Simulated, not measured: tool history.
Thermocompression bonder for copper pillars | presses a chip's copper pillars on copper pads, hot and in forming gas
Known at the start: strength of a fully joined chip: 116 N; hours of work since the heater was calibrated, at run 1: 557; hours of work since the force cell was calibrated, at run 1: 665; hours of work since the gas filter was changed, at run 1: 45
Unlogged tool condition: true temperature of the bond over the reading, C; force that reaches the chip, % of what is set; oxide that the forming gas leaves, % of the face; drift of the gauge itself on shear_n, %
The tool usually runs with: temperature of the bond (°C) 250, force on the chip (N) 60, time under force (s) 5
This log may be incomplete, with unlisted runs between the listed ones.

run	hour	temperature of the bond (°C)	force on the chip (N)	time under force (s)	hours of work since the heater was calibrated	hours of work since the force cell was calibrated	hours of work since the gas filter was changed	force that shears a chip off (N)
1	0	250	60	5	557	665	45	46.2
2	27.4	250	40	5	573	681	62	31.5
3	65.6	250	40	5	597	705	85	30.4
4	92.5	250	60	5	613	721	102	46.1
5	120	250	60	14	630	738	119	65.2
6	148.9	250	60	14	648	756	136	66.9
# hour 158: force cell calibrated
7	171.4	223	42	6	661	8	149	21.9
8	201.9	257	41	6	680	27	168	37.5
9	226.1	255	63	15	695	42	183	75.1
10	251.1	255	63	15	710	57	198	73.8
11	289	272	63	11	733	81	222	79.1

4 ways to go on from here, each from the tool as it stands after run 11. What would each give?
A	331.8	244	36	5	760	107	248	?
B	331.8	258	63	5	760	107	248	?
C	331.8	272	85	11	760	107	248	?
D	331.8	267	43	8	760	107	248	?

run	force that shears a chip off (N)
A	24.6
B	53
C	93.9
D	50.4
With the hidden condition removed and each run's random variation left untouched, the same runs would have given:
run	force that shears a chip off (N)
A	24.9
B	53.6
C	94.6
D	50.9

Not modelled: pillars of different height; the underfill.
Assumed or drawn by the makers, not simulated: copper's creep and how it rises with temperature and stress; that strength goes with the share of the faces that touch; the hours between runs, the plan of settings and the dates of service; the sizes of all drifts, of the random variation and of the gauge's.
